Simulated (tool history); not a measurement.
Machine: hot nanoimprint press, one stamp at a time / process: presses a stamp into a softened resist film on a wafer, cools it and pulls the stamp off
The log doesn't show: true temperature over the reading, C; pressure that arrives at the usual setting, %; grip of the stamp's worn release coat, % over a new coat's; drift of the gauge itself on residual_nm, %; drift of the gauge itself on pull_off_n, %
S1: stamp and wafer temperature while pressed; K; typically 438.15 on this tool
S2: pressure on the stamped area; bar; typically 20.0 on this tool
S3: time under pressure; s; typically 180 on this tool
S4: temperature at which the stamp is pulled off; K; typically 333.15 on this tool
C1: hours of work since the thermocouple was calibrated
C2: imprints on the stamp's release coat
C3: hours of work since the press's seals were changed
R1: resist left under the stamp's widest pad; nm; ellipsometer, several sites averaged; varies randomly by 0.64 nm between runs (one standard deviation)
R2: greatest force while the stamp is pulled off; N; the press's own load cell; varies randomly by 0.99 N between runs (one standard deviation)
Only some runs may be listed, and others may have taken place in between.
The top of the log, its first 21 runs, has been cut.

run   hour      S1    S2   S3      S4   C1   C2   C3     R1     R2
 22  211.9  434.15  20.0  180  340.15  172  491  215  326.9   90.8
 23  220.1  438.15  20.0  239  333.15  176  510  220  261.4  105.3
 24  230.4  438.15  27.1  180  331.15  182  534  225  244.1  109.2
 25  237.7  441.15  20.0  180  327.15  186  551  229  265.2  116.1
 26  245.5  441.15  20.0  180  327.15  190  569  234  264.9  117.8
 27  257.7  438.15  20.4  180  333.15  197  597  240  285.7  105.7
 28  264.5  446.15  12.8  112  329.15  201  613  244  345.1  114.7
     282.4  -- stamp cleaned and given a new release coat
 29  283.6  430.15  20.0  124  331.15  208    3  251  411.2  107.0
 30  290.0  430.15  17.8  124  319.15  212   18  255  431.2  135.6

Alternative continuations, all from the tool just after run 30; predict every row:
  A  300.5  430.15  26.6  124  319.15  217  42  261   ?   ?
  B  300.5  446.15  20.0  180  332.15  217  42  261   ?   ?
  C  300.5  440.15  28.7  180  333.15  217  42  261   ?   ?
  D  300.5  430.15  17.8  131  319.15  217  42  261   ?   ?

run     R1     R2
  A  358.8  134.6
  B  229.7  104.7
  C  222.3  104.2
  D  425.1  132.1
The same runs, with their run-to-run variation unchanged, on a tool lacking any hidden condition would have given:
run     R1     R2
  A  366.2  134.6
  B  234.4  104.7
  C  226.9  104.3
  D  433.8  132.1
